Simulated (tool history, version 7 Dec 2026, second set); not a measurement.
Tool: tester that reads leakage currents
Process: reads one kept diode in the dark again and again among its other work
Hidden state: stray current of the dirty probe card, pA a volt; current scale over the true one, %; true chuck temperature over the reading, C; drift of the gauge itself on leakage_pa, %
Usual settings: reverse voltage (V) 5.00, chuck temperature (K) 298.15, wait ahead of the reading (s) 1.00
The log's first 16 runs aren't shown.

| run | hour | reverse voltage (V) | chuck temperature (K) | wait ahead of the reading (s) | hours of work since the probe card was cleaned | hours of work since the tester was calibrated | hours of work since the chuck was calibrated | current that the tester gives (pA) |
|---|---|---|---|---|---|---|---|---|
| 17 | 503.1 | 5.00 | 310.15 | 1.00 | 1349 | 438 | 1534 | 256.84 |
| 18 | 524.7 | 6.95 | 302.15 | 1.12 | 1366 | 455 | 1551 | 147.05 |
| 19 | 557.6 | 6.95 | 302.15 | 1.12 | 1392 | 480 | 1576 | 147.33 |
| 20 | 595.7 | 6.95 | 302.15 | 1.12 | 1422 | 510 | 1606 | 147.62 |
| 21 | 617.7 | 3.78 | 298.15 | 1.12 | 1439 | 528 | 1624 | 80.77 |
| 22 | 643.4 | 3.16 | 298.15 | 0.59 | 1459 | 548 | 1644 | 75.72 |
| 23 | 667.3 | 3.16 | 298.15 | 0.59 | 1478 | 567 | 1663 | 75.82 |
| 24 | 698.0 | 3.16 | 298.15 | 0.59 | 1502 | 591 | 1687 | 76.17 |
| 25 | 735.5 | 3.16 | 294.15 | 7.70 | 1532 | 620 | 1716 | 52.80 |
| 26 | 754.8 | 3.16 | 294.15 | 7.70 | 1547 | 635 | 1731 | 52.95 |
| 27 | 778.2 | 17.71 | 294.15 | 0.31 | 1565 | 654 | 1750 | 138.11 |
| 28 | 805.7 | 17.71 | 294.15 | 0.31 | 1587 | 675 | 1771 | 138.68 |
| 29 | 824.1 | 3.98 | 297.15 | 0.97 | 1601 | 690 | 1786 | 76.77 |
| 30 | 850.2 | 5.00 | 301.15 | 9.81 | 1622 | 710 | 1806 | 118.41 |

The next listed run, before its measurement:
| 31 | 874.8 | 5.00 | 298.15 | 9.52 | 1641 | 729 | 1825 | ? |

current that the tester gives (pA): 91.90
Without the tool's hidden state the same run would have given current that the tester gives (pA) 77.28.

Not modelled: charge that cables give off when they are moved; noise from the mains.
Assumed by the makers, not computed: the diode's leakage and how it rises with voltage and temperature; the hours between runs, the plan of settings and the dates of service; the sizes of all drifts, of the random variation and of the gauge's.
